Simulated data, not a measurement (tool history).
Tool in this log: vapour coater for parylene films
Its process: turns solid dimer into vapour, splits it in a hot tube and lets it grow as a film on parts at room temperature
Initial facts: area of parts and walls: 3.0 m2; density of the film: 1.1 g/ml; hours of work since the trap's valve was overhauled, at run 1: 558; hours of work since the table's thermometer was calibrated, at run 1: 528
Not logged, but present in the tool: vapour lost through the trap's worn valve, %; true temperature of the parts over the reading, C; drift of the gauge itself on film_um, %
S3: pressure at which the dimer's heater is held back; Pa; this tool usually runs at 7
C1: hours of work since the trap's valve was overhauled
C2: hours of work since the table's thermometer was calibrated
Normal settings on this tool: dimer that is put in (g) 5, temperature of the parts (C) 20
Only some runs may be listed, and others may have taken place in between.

{"run": 1, "hour": 0.0, "dimer that is put in (g)": 5, "temperature of the parts (C)": 20, "S3": 7, "C1": 558, "C2": 528, "thickness of the film (um)": 0.677}
{"run": 2, "hour": 19.8, "dimer that is put in (g)": 5, "temperature of the parts (C)": 20, "S3": 7, "C1": 571, "C2": 542, "thickness of the film (um)": 0.673}
{"run": 3, "hour": 46.4, "dimer that is put in (g)": 6, "temperature of the parts (C)": 20, "S3": 7, "C1": 590, "C2": 560, "thickness of the film (um)": 0.807}
{"run": 4, "hour": 60.5, "dimer that is put in (g)": 6, "temperature of the parts (C)": 20, "S3": 7, "C1": 599, "C2": 570, "thickness of the film (um)": 0.816}
{"run": 5, "hour": 87.7, "dimer that is put in (g)": 6, "temperature of the parts (C)": 20, "S3": 7, "C1": 618, "C2": 589, "thickness of the film (um)": 0.812}
{"hour": 110.9, "done": "trap's valve overhauled"}
{"run": 6, "hour": 118.8, "dimer that is put in (g)": 6, "temperature of the parts (C)": 20, "S3": 7, "C1": 5, "C2": 607, "thickness of the film (um)": 0.777}
{"run": 7, "hour": 134.7, "dimer that is put in (g)": 6, "temperature of the parts (C)": 20, "S3": 7, "C1": 16, "C2": 618, "thickness of the film (um)": 0.773}
{"run": 8, "hour": 151.6, "dimer that is put in (g)": 6, "temperature of the parts (C)": 20, "S3": 7, "C1": 28, "C2": 630, "thickness of the film (um)": 0.768}
{"run": 9, "hour": 176.6, "dimer that is put in (g)": 6, "temperature of the parts (C)": 20, "S3": 7, "C1": 45, "C2": 647, "thickness of the film (um)": 0.775}
{"run": 10, "hour": 203.9, "dimer that is put in (g)": 5, "temperature of the parts (C)": 20, "S3": 7, "C1": 64, "C2": 666, "thickness of the film (um)": 0.654}
{"hour": 218.4, "done": "trap's valve overhauled, once more"}
{"run": 11, "hour": 223.3, "dimer that is put in (g)": 5, "temperature of the parts (C)": 20, "S3": 7, "C1": 3, "C2": 677, "thickness of the film (um)": 0.716}
{"run": 12, "hour": 247.2, "dimer that is put in (g)": 2, "temperature of the parts (C)": 20, "S3": 7, "C1": 20, "C2": 693, "thickness of the film (um)": 0.288}
{"run": 13, "hour": 270.8, "dimer that is put in (g)": 2, "temperature of the parts (C)": 20, "S3": 7, "C1": 36, "C2": 709, "thickness of the film (um)": 0.286}
{"run": 14, "hour": 292.8, "dimer that is put in (g)": 2, "temperature of the parts (C)": 20, "S3": 7, "C1": 51, "C2": 725, "thickness of the film (um)": 0.282}
{"run": 15, "hour": 309.3, "dimer that is put in (g)": 8, "temperature of the parts (C)": 20, "S3": 2.07, "C1": 63, "C2": 736, "thickness of the film (um)": 1.317}
{"run": 16, "hour": 339.7, "dimer that is put in (g)": 8, "temperature of the parts (C)": 20, "S3": 2.07, "C1": 84, "C2": 757, "thickness of the film (um)": 1.322}
{"run": 17, "hour": 353.6, "dimer that is put in (g)": 5, "temperature of the parts (C)": 13, "S3": 2.69, "C1": 93, "C2": 767, "thickness of the film (um)": 0.888}
{"run": 18, "hour": 370.4, "dimer that is put in (g)": 5, "temperature of the parts (C)": 13, "S3": 3.5, "C1": 105, "C2": 778, "thickness of the film (um)": 0.865}
{"run": 19, "hour": 398.0, "dimer that is put in (g)": 3, "temperature of the parts (C)": 14, "S3": 4.82, "C1": 124, "C2": 797, "thickness of the film (um)": 0.492}
{"run": 20, "hour": 426.9, "dimer that is put in (g)": 3, "temperature of the parts (C)": 14, "S3": 7.52, "C1": 144, "C2": 817, "thickness of the film (um)": 0.465}
{"run": 21, "hour": 441.0, "dimer that is put in (g)": 3, "temperature of the parts (C)": 14, "S3": 7.52, "C1": 154, "C2": 827, "thickness of the film (um)": 0.457}
{"run": 22, "hour": 463.8, "dimer that is put in (g)": 2, "temperature of the parts (C)": 14, "S3": 6.25, "C1": 169, "C2": 843, "thickness of the film (um)": 0.319}
{"run": 23, "hour": 490.4, "dimer that is put in (g)": 5, "temperature of the parts (C)": 19, "S3": 6.6, "C1": 188, "C2": 861, "thickness of the film (um)": 0.712}
{"run": 24, "hour": 515.9, "dimer that is put in (g)": 5, "temperature of the parts (C)": 19, "S3": 6.6, "C1": 205, "C2": 879, "thickness of the film (um)": 0.722}
{"run": 25, "hour": 542.4, "dimer that is put in (g)": 3, "temperature of the parts (C)": 19, "S3": 11.83, "C1": 224, "C2": 897, "thickness of the film (um)": 0.401}
{"run": 26, "hour": 568.0, "dimer that is put in (g)": 2, "temperature of the parts (C)": 20, "S3": 4.22, "C1": 241, "C2": 914, "thickness of the film (um)": 0.296}
{"run": 27, "hour": 598.5, "dimer that is put in (g)": 8, "temperature of the parts (C)": 20, "S3": 7.69, "C1": 262, "C2": 936, "thickness of the film (um)": 1.109}

Consider 4 possible next runs. They are alternatives, not a sequence: every one starts from the tool as it was left by run 27. What does each give?
{"run": "A", "hour": 615.9, "dimer that is put in (g)": 3, "temperature of the parts (C)": 20, "S3": 7.69, "C1": 274, "C2": 948, "thickness of the film (um)": "?"}
{"run": "B", "hour": 615.9, "dimer that is put in (g)": 5, "temperature of the parts (C)": 25, "S3": 7.99, "C1": 274, "C2": 948, "thickness of the film (um)": "?"}
{"run": "C", "hour": 615.9, "dimer that is put in (g)": 2, "temperature of the parts (C)": 23, "S3": 7.69, "C1": 274, "C2": 948, "thickness of the film (um)": "?"}
{"run": "D", "hour": 615.9, "dimer that is put in (g)": 5, "temperature of the parts (C)": 29, "S3": 6.81, "C1": 274, "C2": 948, "thickness of the film (um)": "?"}

run=A thickness_of_the_film_(um)=0.415
run=B thickness_of_the_film_(um)=0.631
run=C thickness_of_the_film_(um)=0.263
run=D thickness_of_the_film_(um)=0.599
Stripped of hidden state, with their random variation kept, the same runs would have yielded:
run=A thickness_of_the_film_(um)=0.432
run=B thickness_of_the_film_(um)=0.657
run=C thickness_of_the_film_(um)=0.274
run=D thickness_of_the_film_(um)=0.624
